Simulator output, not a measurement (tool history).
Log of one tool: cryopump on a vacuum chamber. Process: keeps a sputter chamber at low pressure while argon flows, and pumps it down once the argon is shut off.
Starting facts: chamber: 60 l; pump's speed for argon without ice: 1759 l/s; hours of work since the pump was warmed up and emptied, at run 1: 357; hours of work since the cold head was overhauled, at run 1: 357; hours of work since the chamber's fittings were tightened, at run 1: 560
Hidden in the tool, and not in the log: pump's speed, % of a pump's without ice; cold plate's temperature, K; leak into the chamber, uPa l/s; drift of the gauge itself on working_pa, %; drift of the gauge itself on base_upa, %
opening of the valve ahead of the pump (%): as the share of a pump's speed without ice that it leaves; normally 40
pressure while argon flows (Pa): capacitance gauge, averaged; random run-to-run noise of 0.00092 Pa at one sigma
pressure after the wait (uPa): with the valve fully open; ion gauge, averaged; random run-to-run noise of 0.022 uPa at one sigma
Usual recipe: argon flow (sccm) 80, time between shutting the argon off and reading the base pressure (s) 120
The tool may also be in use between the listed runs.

| run | hour | argon flow (sccm) | time between shutting the argon off and reading the base pressure (s) | opening of the valve ahead of the pump (%) | hours of work since the pump was warmed up and emptied | hours of work since the cold head was overhauled | hours of work since the chamber's fittings were tightened | pressure while argon flows (Pa) | pressure after the wait (uPa) |
|---|---|---|---|---|---|---|---|---|---|
| 1 | 0.0 | 80 | 120 | 40 | 357 | 357 | 560 | 0.2084 | 1.00 |
| 2 | 15.9 | 80 | 120 | 40 | 368 | 368 | 572 | 0.2093 | 1.04 |
| 3 | 36.7 | 40 | 120 | 40 | 384 | 384 | 587 | 0.1050 | 1.04 |
| 4 | 55.2 | 80 | 21 | 40 | 397 | 397 | 601 | 0.2125 | 3.09 |
| 5 | 69.5 | 80 | 120 | 40 | 408 | 408 | 611 | 0.2146 | 1.04 |
| 6 | 80.5 | 80 | 53 | 40 | 416 | 416 | 619 | 0.2122 | 1.58 |
| 7 | 95.1 | 80 | 120 | 40 | 426 | 426 | 630 | 0.2139 | 1.10 |
| 8 | 117.7 | 80 | 120 | 40 | 443 | 443 | 647 | 0.2158 | 1.13 |
| 9 | 139.1 | 80 | 120 | 40 | 459 | 459 | 662 | 0.2135 | 1.13 |
| 10 | 161.5 | 80 | 121 | 40 | 475 | 475 | 679 | 0.2164 | 1.16 |
| 11 | 180.8 | 80 | 129 | 40 | 489 | 489 | 693 | 0.2176 | 1.12 |
| 12 | 197.4 | 80 | 69 | 40 | 501 | 501 | 705 | 0.2184 | 1.52 |
| 13 | 207.1 | 80 | 120 | 47 | 508 | 508 | 712 | 0.1907 | 1.19 |
| 14 | 230.1 | 80 | 46 | 40 | 525 | 525 | 729 | 0.2217 | 1.89 |
| 15 | 242.8 | 121 | 120 | 40 | 535 | 535 | 738 | 0.3339 | 1.29 |
| 16 | 253.1 | 121 | 120 | 40 | 542 | 542 | 746 | 0.3336 | 1.26 |
| 17 | 275.3 | 121 | 120 | 40 | 558 | 558 | 762 | 0.3368 | 1.26 |
| 18 | 287.3 | 80 | 36 | 52 | 567 | 567 | 771 | 0.1792 | 2.30 |
| 19 | 309.4 | 80 | 36 | 52 | 583 | 583 | 787 | 0.1822 | 2.32 |
| 20 | 326.7 | 98 | 92 | 31 | 596 | 596 | 800 | 0.3431 | 1.44 |
| 21 | 348.4 | 40 | 184 | 31 | 612 | 612 | 815 | 0.1409 | 1.23 |
| 22 | 369.9 | 40 | 184 | 31 | 628 | 628 | 831 | 0.1425 | 1.21 |
| 23 | 379.5 | 40 | 184 | 31 | 635 | 635 | 838 | 0.1423 | 1.24 |
| 24 | 389.0 | 40 | 184 | 31 | 642 | 642 | 845 | 0.1429 | 1.20 |
| 25 | 409.3 | 40 | 184 | 31 | 656 | 656 | 860 | 0.1438 | 1.26 |
| 26 | 425.4 | 87 | 101 | 21 | 668 | 668 | 872 | 0.4420 | 1.52 |
|  | 431.7 | pump warmed up, emptied and cooled again |
| 27 | 449.0 | 62 | 140 | 40 | 13 | 682 | 885 | 0.1512 | 1.11 |
| 28 | 469.2 | 96 | 120 | 40 | 27 | 697 | 900 | 0.2331 | 1.16 |
| 29 | 480.3 | 96 | 120 | 40 | 36 | 705 | 908 | 0.2348 | 1.18 |
| 30 | 496.8 | 34 | 247 | 16 | 48 | 717 | 920 | 0.2060 | 0.92 |
| 31 | 511.6 | 80 | 210 | 40 | 58 | 728 | 931 | 0.1966 | 0.99 |
| 32 | 524.5 | 137 | 210 | 41 | 68 | 737 | 941 | 0.3286 | 0.98 |
| 33 | 537.8 | 57 | 58 | 24 | 78 | 747 | 950 | 0.2302 | 1.63 |
| 34 | 558.4 | 35 | 120 | 24 | 93 | 762 | 965 | 0.1431 | 1.18 |

Take each entry between the runs: how does the hidden state at the last listed run before it differ from the hidden state at the first listed run after it?
From run 26 to run 27: pump warmed up, emptied and cooled again (hour 431.7)
  pump's speed, % of a pump's without ice: 67 -> 98.8; cold plate's temperature, K: 12.72 -> 12.73; leak into the chamber, uPa l/s: 1174 -> 1187
  measured less the result without the state, pressure while argon flows (Pa): +0.0430 -> +0.0016; pressure after the wait (uPa): +0.85 -> +0.53
